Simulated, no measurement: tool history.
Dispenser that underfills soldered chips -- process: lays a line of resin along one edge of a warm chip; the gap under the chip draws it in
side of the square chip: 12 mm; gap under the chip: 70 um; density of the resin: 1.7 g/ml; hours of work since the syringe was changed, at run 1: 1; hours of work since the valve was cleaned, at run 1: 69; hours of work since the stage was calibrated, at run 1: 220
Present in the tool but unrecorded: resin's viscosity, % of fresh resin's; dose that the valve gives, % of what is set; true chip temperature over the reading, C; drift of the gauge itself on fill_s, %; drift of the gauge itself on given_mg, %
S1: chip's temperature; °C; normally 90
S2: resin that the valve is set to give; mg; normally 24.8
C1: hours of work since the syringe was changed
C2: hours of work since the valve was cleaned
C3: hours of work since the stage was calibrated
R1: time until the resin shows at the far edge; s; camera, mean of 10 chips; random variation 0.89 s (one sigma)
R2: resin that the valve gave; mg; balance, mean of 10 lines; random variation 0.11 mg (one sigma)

run    day  S1    S2  C1  C2   C3     R1     R2
  1  0.000  90  24.8   1  69  220   90.3  24.07
     0.271  -- new syringe of resin
  2  0.333  90  24.8   1  75  226   87.8  24.15
     0.583  -- new syringe of resin
  3  0.688  90  24.8   2  81  232   93.5  24.44
  4  0.838  90  24.8   5  84  235  109.0  24.17
     0.900  -- new syringe of resin
  5  1.075  90  24.8   3  88  239   98.7  24.36
     1.212  -- new syringe of resin
  6  1.329  90  24.8   2  93  244   93.6  23.96
     1.425  -- dispensing valve cleaned and set on the balance
     1.558  -- new syringe of resin
  7  1.600  90  24.8   1   3  248   88.6  24.80
  8  1.771  79  24.8   4   6  251  151.8  24.81
     1.867  -- new syringe of resin
  9  2.075  94  24.8   4  12  256   89.0  24.88
     2.188  -- new syringe of resin
 10  2.342  90  23.6   3  16  261  100.1  23.49
     2.508  -- new syringe of resin
 11  2.671  90  29.4   3  22  267   98.1  29.06
     2.812  -- new syringe of resin
 12  2.892  97  24.8   1  26  271   70.1  24.75
     3.121  -- new syringe of resin
 13  3.121  98  24.8   0  30  275   63.2  24.56
 14  3.312  90  24.8   4  34  278  102.0  24.35
     3.433  -- new syringe of resin
 15  3.596  90  24.8   3  39  283   96.9  24.44
     3.742  -- new syringe of resin
 16  3.842  90  24.8   2  43  288   93.0  24.49
     4.054  -- new syringe of resin
 17  4.088  90  24.8   1  47  292   84.3  24.44
     4.358  -- new syringe of resin
 18  4.358  90  30.4   0  52  297   80.6  29.68

Expected results for the next run?
     4.662  -- new syringe of resin
 19  4.675  90  30.4   0  58  302   ?   ?

{"run 19": {"R1": 80.6, "R2": 29.95}}
Had the tool carried no hidden state, the very same run would have given R1 81.5 s, R2 30.54 mg.

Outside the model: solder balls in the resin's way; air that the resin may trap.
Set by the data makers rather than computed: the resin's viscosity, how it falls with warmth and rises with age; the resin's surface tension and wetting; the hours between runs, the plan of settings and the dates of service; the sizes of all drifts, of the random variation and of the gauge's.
